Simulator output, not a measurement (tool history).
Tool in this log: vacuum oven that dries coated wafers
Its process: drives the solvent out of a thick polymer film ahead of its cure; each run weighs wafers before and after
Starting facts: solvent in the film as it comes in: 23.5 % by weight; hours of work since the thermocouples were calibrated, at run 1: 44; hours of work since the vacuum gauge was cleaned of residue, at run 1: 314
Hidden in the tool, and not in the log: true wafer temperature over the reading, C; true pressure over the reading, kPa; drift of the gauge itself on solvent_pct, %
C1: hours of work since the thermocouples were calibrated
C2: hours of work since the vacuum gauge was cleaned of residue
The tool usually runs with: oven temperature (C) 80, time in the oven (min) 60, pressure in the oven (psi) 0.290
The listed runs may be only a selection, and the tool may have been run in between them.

Run 1, hour 0.0: usual settings; C1 44; C2 314. Result: solvent left in the film (%) 1.80.
Run 2, hour 54.2: usual settings; C1 68; C2 338. Result: solvent left in the film (%) 1.82.
Run 3, hour 87.2: usual settings; C1 83; C2 353. Result: solvent left in the film (%) 1.80.
Run 4, hour 116.0: usual settings; C1 95; C2 366. Result: solvent left in the film (%) 1.87.
Run 5, hour 151.3: usual settings; C1 111; C2 381. Result: solvent left in the film (%) 1.80.
Run 6, hour 199.5: usual settings; C1 133; C2 403. Result: solvent left in the film (%) 1.78.
Run 7, hour 228.6: usual settings; C1 146; C2 416. Result: solvent left in the film (%) 1.82.
Run 8, hour 271.5: usual settings; C1 165; C2 435. Result: solvent left in the film (%) 1.77.
Run 9, hour 312.4: usual settings but oven temperature (C) 90; C1 183; C2 453. Result: solvent left in the film (%) 0.70.
Run 10, hour 351.7: usual settings but time in the oven (min) 55; C1 200; C2 470. Result: solvent left in the film (%) 2.10.
Run 11, hour 390.1: usual settings but time in the oven (min) 55; C1 217; C2 487. Result: solvent left in the film (%) 2.06.
Run 12, hour 430.8: usual settings but time in the oven (min) 43; C1 236; C2 506. Result: solvent left in the film (%) 3.10.
Run 13, hour 456.3: usual settings but time in the oven (min) 43, pressure in the oven (psi) 0.779; C1 247; C2 517. Result: solvent left in the film (%) 4.25.
Run 14, hour 494.5: usual settings but oven temperature (C) 73, time in the oven (min) 43, pressure in the oven (psi) 0.779; C1 264; C2 534. Result: solvent left in the film (%) 6.76.
Run 15, hour 533.7: usual settings but oven temperature (C) 73, time in the oven (min) 43, pressure in the oven (psi) 0.779; C1 281; C2 551. Result: solvent left in the film (%) 6.73.
Run 16, hour 586.4: usual settings but oven temperature (C) 73, time in the oven (min) 43, pressure in the oven (psi) 0.779; C1 305; C2 575. Result: solvent left in the film (%) 6.73.
Run 17, hour 632.3: usual settings but oven temperature (C) 73, time in the oven (min) 43, pressure in the oven (psi) 0.321; C1 325; C2 595. Result: solvent left in the film (%) 5.47.
Run 18, hour 675.0: usual settings but oven temperature (C) 73, time in the oven (min) 43, pressure in the oven (psi) 0.321; C1 344; C2 614. Result: solvent left in the film (%) 5.42.
Run 19, hour 724.1: usual settings but oven temperature (C) 89; C1 366; C2 636. Result: solvent left in the film (%) 0.80.
Run 20, hour 772.9: usual settings but oven temperature (C) 89, time in the oven (min) 37; C1 388; C2 658. Result: solvent left in the film (%) 1.72.
Run 21, hour 806.7: usual settings but oven temperature (C) 89, time in the oven (min) 37; C1 403; C2 673. Result: solvent left in the film (%) 1.71.
Run 22, hour 831.0: usual settings; C1 414; C2 684. Result: solvent left in the film (%) 1.84.
Run 23, hour 878.9: usual settings but pressure in the oven (psi) 0.200; C1 435; C2 705. Result: solvent left in the film (%) 1.58.
Run 24, hour 904.6: usual settings but pressure in the oven (psi) 0.200; C1 446; C2 716. Result: solvent left in the film (%) 1.61.
Run 25, hour 955.7: usual settings but oven temperature (C) 91, time in the oven (min) 39, pressure in the oven (psi) 0.232; C1 469; C2 739. Result: solvent left in the film (%) 1.19.
Run 26, hour 993.0: usual settings but oven temperature (C) 89, time in the oven (min) 68, pressure in the oven (psi) 0.635; C1 486; C2 756. Result: solvent left in the film (%) 1.30.
Run 27, hour 1050.1: usual settings but oven temperature (C) 83, pressure in the oven (psi) 0.367; C1 511; C2 781. Result: solvent left in the film (%) 1.50.
Run 28, hour 1090.0: usual settings but oven temperature (C) 83, time in the oven (min) 92, pressure in the oven (psi) 0.959; C1 529; C2 799. Result: solvent left in the film (%) 2.34.
Run 29, hour 1146.0: usual settings but oven temperature (C) 79, time in the oven (min) 62, pressure in the oven (psi) 0.632; C1 554; C2 824. Result: solvent left in the film (%) 2.77.
Run 30, hour 1181.2: usual settings but oven temperature (C) 79, time in the oven (min) 62, pressure in the oven (psi) 0.632; C1 570; C2 840. Result: solvent left in the film (%) 2.78.
Run 31, hour 1220.6: usual settings but oven temperature (C) 79, time in the oven (min) 87, pressure in the oven (psi) 0.207; C1 587; C2 857. Result: solvent left in the film (%) 0.96.
Run 32, hour 1266.3: usual settings but time in the oven (min) 77, pressure in the oven (psi) 0.566; C1 607; C2 877. Result: solvent left in the film (%) 1.91.
Run 33, hour 1296.9: usual settings but time in the oven (min) 52; C1 621; C2 891. Result: solvent left in the film (%) 2.30.
At hour 1318.4: oven's thermocouples calibrated.
Run 34, hour 1336.6: usual settings but oven temperature (C) 90, time in the oven (min) 53, pressure in the oven (psi) 0.718; C1 8; C2 908. Result: solvent left in the film (%) 1.56.
Run 35, hour 1380.4: usual settings but oven temperature (C) 90, time in the oven (min) 53, pressure in the oven (psi) 0.718; C1 28; C2 927. Result: solvent left in the film (%) 1.60.
Run 36, hour 1415.1: usual settings but oven temperature (C) 73, time in the oven (min) 53, pressure in the oven (psi) 0.294; C1 43; C2 943. Result: solvent left in the film (%) 4.10.
Run 37, hour 1447.5: usual settings but oven temperature (C) 79, time in the oven (min) 40, pressure in the oven (psi) 0.294; C1 57; C2 957. Result: solvent left in the film (%) 3.78.
Run 38, hour 1503.7: usual settings but oven temperature (C) 69, time in the oven (min) 53, pressure in the oven (psi) 0.718; C1 82; C2 982. Result: solvent left in the film (%) 6.92.

Predict the results of run 39:
Run 39, hour 1528.4: usual settings but oven temperature (C) 77, time in the oven (min) 88, pressure in the oven (psi) 0.718; C1 93; C2 993. Result: solvent left in the film (%) ?.

Run 39 measured solvent left in the film (%) 2.61.
Had the tool carried no hidden state, the very same run would have given solvent left in the film (%) 2.61.
